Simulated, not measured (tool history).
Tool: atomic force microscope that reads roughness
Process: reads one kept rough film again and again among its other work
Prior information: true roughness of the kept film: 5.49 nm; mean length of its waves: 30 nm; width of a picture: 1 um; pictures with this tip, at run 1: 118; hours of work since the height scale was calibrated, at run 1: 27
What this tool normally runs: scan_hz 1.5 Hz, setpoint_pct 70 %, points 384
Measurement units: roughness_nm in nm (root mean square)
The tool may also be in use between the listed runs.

run,hour,scan_hz,setpoint_pct,points,pictures with this tip,hours of work since the height scale was calibrated,roughness_nm
1,0,1.5,70,384,118,27,4.353
2,17.9,1.5,70,542,151,41,4.232
3,37,1.5,70,384,185,55,4.144
4,51.7,1.5,70,384,212,67,4.079
5,73,1.5,70,384,251,83,3.987
6,89.5,1.5,70,384,281,96,3.911
7,103.2,1.5,82,384,306,106,3.757
8,112.3,1.5,85,384,323,113,3.703
9,127.1,1.5,85,384,350,124,3.637
# hour 140.3: new tip fitted
10,140.3,1.5,85,384,0,134,4.436
11,160,1.5,85,384,36,149,4.328
12,178.9,1.5,85,384,71,163,4.268
13,193.3,1.5,70,384,97,174,4.357
14,209,1.5,70,384,126,186,4.274
15,224.5,1.5,70,384,154,198,4.231
16,237.5,1.5,70,384,178,208,4.12
17,250.1,1.5,70,384,201,218,4.115
18,270.5,1.5,70,384,238,233,4.028
19,291.6,1.36,65,384,276,249,4.009
20,309.7,1.5,70,512,309,263,3.91
21,318.5,1.5,70,512,325,270,3.887
22,334.1,3.47,58,709,354,282,3.799
# hour 345.5: new tip fitted
23,355.1,0.93,68,310,17,297,4.734
24,368.8,0.93,68,310,42,308,4.682
25,381,2.56,81,374,65,317,4.168
26,399,0.73,64,550,98,331,4.552
27,414.7,0.53,63,550,126,343,4.499
28,433.5,1.39,82,384,160,357,4.128
29,445.2,2.24,57,283,182,366,4.267
30,463,2.24,57,380,214,380,4.204
31,480,0.78,84,380,245,393,4.072
32,492.4,0.78,84,380,268,402,3.998
33,504.4,2.59,75,997,290,411,3.833
34,513.8,1.5,70,980,307,419,3.964

Forecast each of these 5 alternatives for the next run:
A,529.7,1.5,88,353,336,431,?
B,529.7,1.41,66,384,336,431,?
C,529.7,1.14,55,546,336,431,?
D,529.7,0.63,70,980,336,431,?
E,529.7,2.63,70,384,336,431,?

run,roughness_nm
A,3.659
B,3.904
C,4.016
D,3.985
E,3.774
Take away the tool's hidden state, keep each run's random variation, and the runs would have read:
run,roughness_nm
A,4.407
B,4.705
C,4.838
D,4.799
E,4.545
